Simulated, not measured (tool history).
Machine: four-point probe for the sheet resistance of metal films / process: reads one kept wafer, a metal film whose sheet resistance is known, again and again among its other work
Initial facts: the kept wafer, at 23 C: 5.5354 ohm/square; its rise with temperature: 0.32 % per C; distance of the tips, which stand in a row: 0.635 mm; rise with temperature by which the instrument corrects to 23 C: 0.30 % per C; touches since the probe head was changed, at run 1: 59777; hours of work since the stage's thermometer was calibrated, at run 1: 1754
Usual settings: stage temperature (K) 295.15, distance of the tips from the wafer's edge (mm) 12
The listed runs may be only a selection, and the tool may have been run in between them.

run,hour,stage temperature (K),distance of the tips from the wafer's edge (mm),touches since the probe head was changed,hours of work since the stage's thermometer was calibrated,sheet resistance as the instrument gives it (ohm/square)
1,0,295.15,12,59777,1754,5.572808
2,81.4,304.15,12,63944,1803,5.586873
3,172.9,304.15,12,68635,1858,5.587797
4,239.5,304.15,12,72048,1898,5.589379
5,318.8,304.15,12,76109,1946,5.588416
6,392.8,295.15,12,79899,1991,5.579
7,484.6,295.15,12,84602,2047,5.577909
8,569.6,295.15,12,88954,2098,5.579902
9,609.6,295.15,12,91003,2122,5.57862
10,699,295.15,12,95588,2176,5.582239
11,738.4,295.15,12,97602,2200,5.581731
12,834.4,295.15,6,102521,2258,5.608313
13,898.4,295.15,6,105801,2297,5.609982
14,962.1,295.15,26,109064,2335,5.577635
# hour 969.6: stage's thermometer calibrated
15,1016.6,295.15,26,111831,28,5.573933
16,1094.1,295.15,26,115800,75,5.577398
17,1145.1,295.15,19,118412,106,5.577853
18,1242.1,295.15,4,123382,165,5.648418
19,1318.1,292.15,12,127276,211,5.579337
20,1359.6,295.15,12,129400,236,5.584861
21,1433.8,295.15,12,133203,281,5.585936
# hour 1449.6: stage's thermometer calibrated, once more
22,1528.5,295.15,12,138027,48,5.596547
23,1574.4,295.15,15,140380,75,5.594845
24,1614,295.15,15,142409,99,5.595236
25,1653.6,295.15,15,144439,123,5.594964
26,1747.5,296.15,12,149248,180,5.602035
27,1790.4,296.15,12,151443,206,5.599603
28,1848.5,296.15,71,154423,241,5.593638
29,1891.1,307.15,6,156606,267,5.641454
30,1933.2,293.15,7,158763,292,5.61792
31,1976.3,293.15,68,160969,318,5.591709
# hour 2023.8: new probe head fitted
32,2037.4,291.15,37,694,355,5.531668
33,2095.8,296.15,36,3687,390,5.540974
34,2181,294.15,20,8050,442,5.541461
35,2253.4,303.15,5,11760,485,5.5969
36,2344.9,296.15,5,16448,541,5.591261
37,2427.5,296.15,6,20679,591,5.575564
38,2520.7,301.15,5,25453,647,5.599812
39,2608.4,305.15,10,29947,700,5.568758
40,2674.9,293.15,6,33353,740,5.576305
41,2715.9,301.15,5,35453,765,5.601615
42,2775.6,305.15,53,38512,801,5.559146
43,2857.2,304.15,10,42693,851,5.570985
44,2927.5,292.15,33,46292,893,5.543207
45,3006.4,302.15,13,50336,941,5.568366

Predict each of these 3 candidate next runs independently; none follows another, all start after run 45:
A,3098.3,302.15,25,55044,996,?
B,3098.3,301.15,24,55044,996,?
C,3098.3,308.15,30,55044,996,?

run,sheet resistance as the instrument gives it (ohm/square)
A,5.561235
B,5.560065
C,5.566981
With the hidden condition removed and each run's random variation left untouched, the same runs would have given:
run,sheet resistance as the instrument gives it (ohm/square)
A,5.544875
B,5.54372
C,5.550537
